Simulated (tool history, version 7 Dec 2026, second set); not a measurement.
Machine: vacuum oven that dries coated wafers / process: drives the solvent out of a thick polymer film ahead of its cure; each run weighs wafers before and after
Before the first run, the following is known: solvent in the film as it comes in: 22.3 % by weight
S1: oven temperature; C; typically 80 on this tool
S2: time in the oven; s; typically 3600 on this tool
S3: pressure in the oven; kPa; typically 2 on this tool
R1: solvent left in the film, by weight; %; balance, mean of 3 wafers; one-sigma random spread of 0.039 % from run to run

run 1 day=0 | S1=80 S2=3600 S3=2 | R1=3.08
run 2 day=0.725 | S1=80 S2=3600 S3=2 | R1=3.12
run 3 day=1.45 | S1=75 S2=3600 S3=2 | R1=4.61
run 4 day=2.279 | S1=75 S2=3600 S3=2 | R1=4.59
run 5 day=2.904 | S1=75 S2=3600 S3=4.13 | R1=7.74
run 6 day=3.658 | S1=75 S2=3600 S3=4.13 | R1=7.7
run 7 day=4.821 | S1=75 S2=3600 S3=4.8 | R1=8.72
run 8 day=6.092 | S1=75 S2=3600 S3=4.8 | R1=8.66
run 9 day=7.175 | S1=80 S2=2340 S3=2 | R1=4.35
run 10 day=8.067 | S1=80 S2=3600 S3=2 | R1=3.17
run 11 day=9.154 | S1=70 S2=4380 S3=2 | R1=5.84
run 12 day=10.196 | S1=70 S2=4380 S3=2 | R1=5.85
run 13 day=11.346 | S1=70 S2=4380 S3=2 | R1=5.95
run 14 day=12.029 | S1=75 S2=3000 S3=2.91 | R1=6.55
run 15 day=12.662 | S1=80 S2=2040 S3=3.67 | R1=6.79
run 16 day=13.588 | S1=80 S2=3600 S3=3.55 | R1=5.05
run 17 day=14.633 | S1=80 S2=3600 S3=3.55 | R1=5.04
run 18 day=15.421 | S1=80 S2=2160 S3=3.3 | R1=6.17
run 19 day=16.429 | S1=80 S2=2160 S3=3.3 | R1=6.25

Predict each of these 4 candidate next runs independently; none follows another, all start after run 19:
run A day=17.754 | S1=81 S2=6300 S3=2.7 | R1=?
run B day=17.754 | S1=76 S2=2160 S3=3.3 | R1=?
run C day=17.754 | S1=80 S2=2520 S3=6.64 | R1=?
run D day=17.754 | S1=80 S2=4140 S3=2 | R1=?

run=A R1=3.4
run=B R1=8.1
run=C R1=9.59
run=D R1=2.9
What these runs would have given with no unlogged condition in the tool:
run=A R1=3.39
run=B R1=8.1
run=C R1=9.59
run=D R1=2.89
